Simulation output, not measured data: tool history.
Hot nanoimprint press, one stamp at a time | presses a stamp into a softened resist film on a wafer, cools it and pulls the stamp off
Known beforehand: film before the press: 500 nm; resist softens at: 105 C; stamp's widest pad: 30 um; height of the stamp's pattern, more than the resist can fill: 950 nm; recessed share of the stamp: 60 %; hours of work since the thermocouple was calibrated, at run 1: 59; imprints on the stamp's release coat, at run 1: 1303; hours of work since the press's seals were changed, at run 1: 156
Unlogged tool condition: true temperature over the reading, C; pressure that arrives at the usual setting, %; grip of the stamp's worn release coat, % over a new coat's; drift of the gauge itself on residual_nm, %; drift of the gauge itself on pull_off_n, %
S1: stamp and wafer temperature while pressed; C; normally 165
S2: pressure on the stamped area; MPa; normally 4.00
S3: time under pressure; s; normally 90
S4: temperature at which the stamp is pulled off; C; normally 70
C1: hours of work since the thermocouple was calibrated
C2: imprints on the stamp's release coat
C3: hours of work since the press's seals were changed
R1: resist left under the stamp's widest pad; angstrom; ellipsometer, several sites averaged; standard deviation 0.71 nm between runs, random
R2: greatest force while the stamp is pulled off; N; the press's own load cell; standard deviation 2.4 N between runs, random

run 1 hour=0.0 | S1=165 S2=4.00 S3=90 S4=70 | C1=59 C2=1303 C3=156 | R1=1775 R2=232
run 2 hour=15.2 | S1=165 S2=4.00 S3=90 S4=70 | C1=69 C2=1334 C3=166 | R1=1779 R2=231
run 3 hour=29.6 | S1=165 S2=4.00 S3=90 S4=70 | C1=79 C2=1362 C3=175 | R1=1768 R2=229
run 4 hour=41.4 | S1=165 S2=4.00 S3=90 S4=70 | C1=87 C2=1386 C3=183 | R1=1755 R2=233
run 5 hour=53.7 | S1=165 S2=4.00 S3=90 S4=70 | C1=95 C2=1411 C3=191 | R1=1771 R2=232
run 6 hour=63.5 | S1=165 S2=4.00 S3=90 S4=70 | C1=101 C2=1430 C3=197 | R1=1767 R2=235
run 7 hour=81.8 | S1=165 S2=4.00 S3=90 S4=70 | C1=113 C2=1467 C3=209 | R1=1787 R2=234
run 8 hour=90.8 | S1=165 S2=4.00 S3=90 S4=70 | C1=119 C2=1485 C3=215 | R1=1766 R2=233
run 9 hour=108.7 | S1=165 S2=4.00 S3=90 S4=70 | C1=131 C2=1521 C3=227 | R1=1762 R2=233
run 10 hour=121.7 | S1=165 S2=4.00 S3=90 S4=59 | C1=139 C2=1547 C3=236 | R1=1760 R2=267
-- hour=140.1 stamp cleaned and given a new release coat
run 11 hour=145.9 | S1=165 S2=4.00 S3=90 S4=59 | C1=151 C2=12 C3=247 | R1=1756 R2=236
run 12 hour=161.1 | S1=165 S2=4.00 S3=90 S4=69 | C1=161 C2=42 C3=257 | R1=1758 R2=211
run 13 hour=171.3 | S1=165 S2=4.00 S3=90 S4=69 | C1=168 C2=63 C3=264 | R1=1750 R2=213
run 14 hour=186.7 | S1=165 S2=4.00 S3=112 S4=70 | C1=178 C2=94 C3=274 | R1=1583 R2=214
run 15 hour=199.2 | S1=165 S2=4.00 S3=112 S4=70 | C1=186 C2=119 C3=282 | R1=1588 R2=211
run 16 hour=217.3 | S1=154 S2=4.06 S3=173 S4=70 | C1=198 C2=155 C3=294 | R1=2114 R2=209
run 17 hour=231.7 | S1=176 S2=4.06 S3=173 S4=56 | C1=207 C2=184 C3=304 | R1=835 R2=249
run 18 hour=245.3 | S1=165 S2=3.71 S3=90 S4=70 | C1=216 C2=211 C3=313 | R1=1795 R2=212
run 19 hour=261.3 | S1=153 S2=4.00 S3=56 S4=70 | C1=227 C2=243 C3=323 | R1=3237 R2=213
run 20 hour=275.7 | S1=160 S2=4.00 S3=90 S4=57 | C1=236 C2=272 C3=333 | R1=2137 R2=250
run 21 hour=290.0 | S1=160 S2=4.00 S3=90 S4=57 | C1=246 C2=301 C3=342 | R1=2118 R2=244

What does the tool deliver on the next run?
run 22 hour=305.0 | S1=160 S2=4.00 S3=90 S4=57 | C1=255 C2=331 C3=352 | R1=? R2=?

{"run 22": {"R1": 2140, "R2": 249}}
Take away the tool's hidden state, keep the run-to-run variation as it was, and the same run would have given R1 2198 angstrom, R2 245 N.
